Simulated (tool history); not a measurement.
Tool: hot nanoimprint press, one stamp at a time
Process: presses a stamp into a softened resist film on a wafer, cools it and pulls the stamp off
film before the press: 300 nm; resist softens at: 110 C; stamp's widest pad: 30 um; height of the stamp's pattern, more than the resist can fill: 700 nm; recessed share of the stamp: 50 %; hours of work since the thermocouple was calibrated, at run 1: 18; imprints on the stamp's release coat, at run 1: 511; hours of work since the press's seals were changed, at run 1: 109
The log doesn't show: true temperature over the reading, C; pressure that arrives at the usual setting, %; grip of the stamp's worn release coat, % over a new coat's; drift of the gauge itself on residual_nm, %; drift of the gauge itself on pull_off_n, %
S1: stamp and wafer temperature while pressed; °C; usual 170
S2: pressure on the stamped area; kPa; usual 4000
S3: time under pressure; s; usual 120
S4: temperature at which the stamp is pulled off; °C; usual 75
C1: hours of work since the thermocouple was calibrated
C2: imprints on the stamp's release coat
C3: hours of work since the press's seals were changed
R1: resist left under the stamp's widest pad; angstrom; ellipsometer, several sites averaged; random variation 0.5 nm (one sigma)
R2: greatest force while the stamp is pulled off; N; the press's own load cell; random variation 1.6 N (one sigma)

run,day,S1,S2,S3,S4,C1,C2,C3,R1,R2
1,0.000,170,4000,120,75,18,511,109,1291,195
2,0.738,170,4000,120,75,28,543,119,1297,193
3,2.029,170,4000,120,75,45,599,136,1275,202
4,2.942,170,4000,120,74,58,638,149,1284,202
# day 3.717: stamp cleaned and given a new release coat
5,4.196,170,4000,120,75,71,20,162,1278,181
6,5.300,169,4000,120,75,86,68,177,1364,184
7,6.662,169,4000,120,75,105,127,196,1361,186
8,7.604,169,4000,120,75,118,167,208,1353,186
9,8.800,169,4000,120,75,134,219,225,1359,185
10,9.675,169,4000,120,75,146,257,237,1361,190
11,10.892,169,4000,120,75,162,309,253,1343,190
12,12.279,170,4000,120,75,181,369,272,1274,192
13,13.308,170,4000,120,75,195,413,286,1270,195
14,14.462,170,4000,69,73,211,463,302,1539,201
15,15.054,178,4000,189,75,219,489,310,642,196
# day 15.262: plate thermocouple calibrated
16,16.550,178,4000,189,75,18,548,328,639,197
17,17.162,180,2980,223,65,26,574,337,618,214
18,18.117,180,2980,223,65,39,615,350,617,219
# day 19.379: stamp cleaned and given a new release coat
19,19.796,180,2980,98,74,58,18,369,864,182
20,20.592,168,5920,66,69,69,52,380,1456,187
21,21.675,168,3430,217,72,84,99,395,1218,185
# day 22.504: plate thermocouple calibrated, once more
22,22.504,168,3430,217,72,0,130,404,1269,190
23,23.217,168,3430,217,72,10,160,414,1269,191
24,24.633,168,3430,217,72,29,221,433,1255,190

The same runs without the tool's hidden state, with the same run-to-run variation:
run,R1,R2
1,1273,178
2,1280,176
3,1261,182
4,1271,180
5,1268,180
6,1355,181
7,1355,182
8,1349,180
9,1357,178
10,1361,181
11,1345,181
12,1279,180
13,1277,181
14,1549,186
15,646,180
16,650,180
17,630,194
18,630,197
19,883,182
20,1482,186
21,1254,183
22,1248,186
23,1250,186
24,1238,182
